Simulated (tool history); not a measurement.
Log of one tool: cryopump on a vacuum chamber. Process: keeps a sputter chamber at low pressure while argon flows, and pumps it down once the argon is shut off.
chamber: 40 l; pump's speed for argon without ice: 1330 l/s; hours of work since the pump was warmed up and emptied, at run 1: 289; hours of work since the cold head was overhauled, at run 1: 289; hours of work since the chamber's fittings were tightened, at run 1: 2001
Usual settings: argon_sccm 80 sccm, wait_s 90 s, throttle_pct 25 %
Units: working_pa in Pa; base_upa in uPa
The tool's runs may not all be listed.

run   hour  argon_sccm  wait_s  throttle_pct  hours of work since the pump was warmed up and emptied  hours of work since the cold head was overhauled  hours of work since the chamber's fittings were tightened  working_pa  base_upa
  1    0.0          80      90            25                                                     289                                               289                                                       2001      0.4195      1.99
  2   17.3          80      90            25                                                     303                                               303                                                       2015      0.4175      2.00
  3   40.9          80      90            25                                                     322                                               322                                                       2034      0.4225      2.14
  4   62.7          80      90            25                                                     340                                               340                                                       2052      0.4227      2.05
  5   85.7          80      90            25                                                     359                                               359                                                       2071      0.4247      2.08
  6  111.2          80      90            25                                                     380                                               380                                                       2092      0.4256      2.05
  7  134.1          80      90            25                                                     398                                               398                                                       2110      0.4260      2.12
  8  149.8          80      90            25                                                     411                                               411                                                       2123      0.4242      2.11
     162.7  -- leaking fittings of the chamber tightened, without venting
  9  174.1          80      90            25                                                     429                                               429                                                          9      0.4308      1.38
 10  197.4          80      90            25                                                     448                                               448                                                         28      0.4287      1.40
 11  211.5          80      90            25                                                     460                                               460                                                         40      0.4300      1.37
 12  223.7          80      90            25                                                     470                                               470                                                         50      0.4290      1.40
 13  247.0          80      90            59                                                     489                                               489                                                         69      0.1954      1.40
 14  265.3          80      90            59                                                     504                                               504                                                         84      0.1960      1.37
 15  280.4          80      90            59                                                     516                                               516                                                         96      0.1976      1.44
 16  290.8         115      62            59                                                     525                                               525                                                        105      0.2839      1.89
 17  302.4          57     246            28                                                     534                                               534                                                        114      0.2796      0.72
 18  327.2          80      34            41                                                     554                                               554                                                        134      0.2751      3.33
 19  337.7          53      90            20                                                     563                                               563                                                        143      0.3573      1.46
 20  359.3          53      90            20                                                     581                                               581                                                        160      0.3583      1.42
 21  384.2          53      90            20                                                     601                                               601                                                        181      0.3574      1.41
 22  405.8          80      62            20                                                     618                                               618                                                        198      0.5387      1.94
 23  421.5          38     267            17                                                     631                                               631                                                        211      0.2987      0.71
 24  435.0          38     267            17                                                     642                                               642                                                        222      0.2983      0.73
     447.4  -- pump warmed up, emptied and cooled again
 25  458.3          42      73            57                                                       9                                               657                                                        237      0.0953      1.65

5 ways to go on from here, each from the tool as it stands after run 25. What would each give?
  A  481.8          64      31            17                                                      28                                               676                                                        256           ?         ?
  B  481.8          50      52            25                                                      28                                               676                                                        256           ?         ?
  C  481.8          47      73            28                                                      28                                               676                                                        256           ?         ?
  D  481.8          56      25            38                                                      28                                               676                                                        256           ?         ?
  E  481.8          76      51            40                                                      28                                               676                                                        256           ?         ?

run  working_pa  base_upa
  A      0.4810      3.49
  B      0.2566      2.11
  C      0.2177      1.65
  D      0.1889      4.32
  E      0.2450      2.29
Without the tool's hidden state the same runs would have given:
run  working_pa  base_upa
  A      0.4786      3.40
  B      0.2548      2.03
  C      0.2160      1.56
  D      0.1869      4.23
  E      0.2422      2.20
